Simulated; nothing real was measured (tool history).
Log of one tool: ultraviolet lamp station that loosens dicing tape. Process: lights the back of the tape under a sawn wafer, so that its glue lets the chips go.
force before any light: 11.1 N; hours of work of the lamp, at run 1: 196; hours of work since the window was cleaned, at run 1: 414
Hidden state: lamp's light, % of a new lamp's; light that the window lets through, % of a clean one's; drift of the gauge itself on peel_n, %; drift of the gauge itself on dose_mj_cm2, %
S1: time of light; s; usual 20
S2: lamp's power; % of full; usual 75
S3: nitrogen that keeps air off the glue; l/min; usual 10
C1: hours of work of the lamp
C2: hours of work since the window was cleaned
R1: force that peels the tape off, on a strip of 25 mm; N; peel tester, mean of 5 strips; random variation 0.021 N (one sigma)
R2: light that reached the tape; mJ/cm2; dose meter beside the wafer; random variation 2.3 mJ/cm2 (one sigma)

| run | hour | S1 | S2 | S3 | C1 | C2 | R1 | R2 |
|---|---|---|---|---|---|---|---|---|
| 1 | 0.0 | 20 | 75 | 10 | 196 | 414 | 1.018 | 208 |
| 2 | 6.2 | 20 | 75 | 10 | 199 | 417 | 0.996 | 211 |
| 3 | 13.7 | 20 | 75 | 10 | 204 | 421 | 1.040 | 210 |
| 4 | 17.6 | 20 | 80 | 10 | 206 | 423 | 0.921 | 221 |
| 5 | 21.7 | 20 | 80 | 10 | 208 | 426 | 0.889 | 224 |
| 6 | 30.4 | 20 | 80 | 10 | 213 | 431 | 0.925 | 224 |
| 7 | 36.7 | 20 | 80 | 10 | 217 | 434 | 0.881 | 221 |
| 8 | 43.4 | 20 | 80 | 10 | 220 | 438 | 0.867 | 221 |
| 9 | 52.3 | 20 | 80 | 10 | 225 | 443 | 0.900 | 226 |
| 10 | 58.5 | 20 | 80 | 10 | 229 | 446 | 0.865 | 221 |
| 11 | 66.6 | 14 | 75 | 10 | 233 | 451 | 2.093 | 146 |
| 12 | 75.7 | 20 | 75 | 10 | 238 | 456 | 1.030 | 206 |
| 13 | 80.2 | 20 | 75 | 10 | 241 | 459 | 1.016 | 209 |
| 14 | 85.5 | 20 | 75 | 10 | 244 | 462 | 1.051 | 206 |
| 15 | 92.0 | 20 | 75 | 7 | 248 | 465 | 1.229 | 211 |
| 16 | 100.0 | 20 | 75 | 7 | 252 | 470 | 1.282 | 212 |
| 17 | 106.3 | 20 | 75 | 7 | 256 | 473 | 1.224 | 203 |
| 18 | 110.6 | 20 | 75 | 7 | 258 | 476 | 1.265 | 208 |
| 19 | 119.3 | 20 | 75 | 5 | 263 | 481 | 1.523 | 210 |
| 20 | 127.7 | 20 | 75 | 5 | 268 | 485 | 1.501 | 207 |
| 21 | 132.1 | 20 | 75 | 12 | 270 | 488 | 0.898 | 211 |
| 22 | 137.2 | 20 | 75 | 10 | 273 | 491 | 1.036 | 209 |
| 23 | 143.9 | 20 | 75 | 10 | 277 | 494 | 1.046 | 204 |
| 24 | 148.9 | 10 | 75 | 14 | 279 | 497 | 2.919 | 102 |
| 25 | 153.7 | 10 | 75 | 14 | 282 | 500 | 2.961 | 104 |
|  | 159.9 | window cleaned of glue's vapour |
| 26 | 162.5 | 10 | 69 | 4 | 287 | 2 | 4.514 | 96 |
| 27 | 168.2 | 26 | 79 | 4 | 290 | 5 | 0.871 | 286 |
| 28 | 175.9 | 14 | 62 | 3 | 294 | 9 | 4.030 | 117 |
| 29 | 181.9 | 23 | 62 | 3 | 298 | 12 | 2.168 | 194 |
| 30 | 188.4 | 23 | 62 | 3 | 301 | 16 | 2.143 | 201 |
| 31 | 196.1 | 23 | 62 | 3 | 306 | 20 | 2.167 | 193 |
| 32 | 200.7 | 24 | 82 | 6 | 308 | 23 | 0.757 | 275 |
| 33 | 205.9 | 28 | 82 | 11 | 311 | 26 | 0.375 | 319 |
| 34 | 210.6 | 20 | 62 | 10 | 314 | 28 | 1.503 | 172 |
| 35 | 218.2 | 20 | 62 | 10 | 318 | 33 | 1.460 | 170 |
| 36 | 226.0 | 37 | 91 | 5 | 322 | 37 | 0.269 | 470 |
| 37 | 230.2 | 12 | 62 | 5 | 325 | 39 | 3.989 | 104 |
| 38 | 236.0 | 12 | 96 | 19 | 328 | 43 | 1.314 | 160 |
| 39 | 243.3 | 18 | 75 | 3 | 332 | 47 | 2.397 | 186 |
| 40 | 250.0 | 18 | 75 | 3 | 336 | 51 | 2.297 | 189 |
| 41 | 256.6 | 18 | 64 | 15 | 340 | 54 | 1.462 | 158 |
| 42 | 265.0 | 36 | 65 | 12 | 344 | 59 | 0.332 | 328 |
| 43 | 271.5 | 20 | 67 | 7 | 348 | 63 | 1.526 | 182 |

Forecast each of these 4 alternatives for the next run:
| A | 279.6 | 15 | 84 | 9 | 353 | 67 | ? | ? |
| B | 279.6 | 23 | 77 | 7 | 353 | 67 | ? | ? |
| C | 279.6 | 24 | 88 | 17 | 353 | 67 | ? | ? |
| D | 279.6 | 13 | 92 | 7 | 353 | 67 | ? | ? |

| run | R1 | R2 |
|---|---|---|
| A | 1.552 | 178 |
| B | 0.903 | 244 |
| C | 0.366 | 297 |
| D | 1.899 | 169 |
Without the tool's hidden state the same runs would have given:
| run | R1 | R2 |
|---|---|---|
| A | 1.551 | 178 |
| B | 0.902 | 244 |
| C | 0.366 | 297 |
| D | 1.898 | 169 |

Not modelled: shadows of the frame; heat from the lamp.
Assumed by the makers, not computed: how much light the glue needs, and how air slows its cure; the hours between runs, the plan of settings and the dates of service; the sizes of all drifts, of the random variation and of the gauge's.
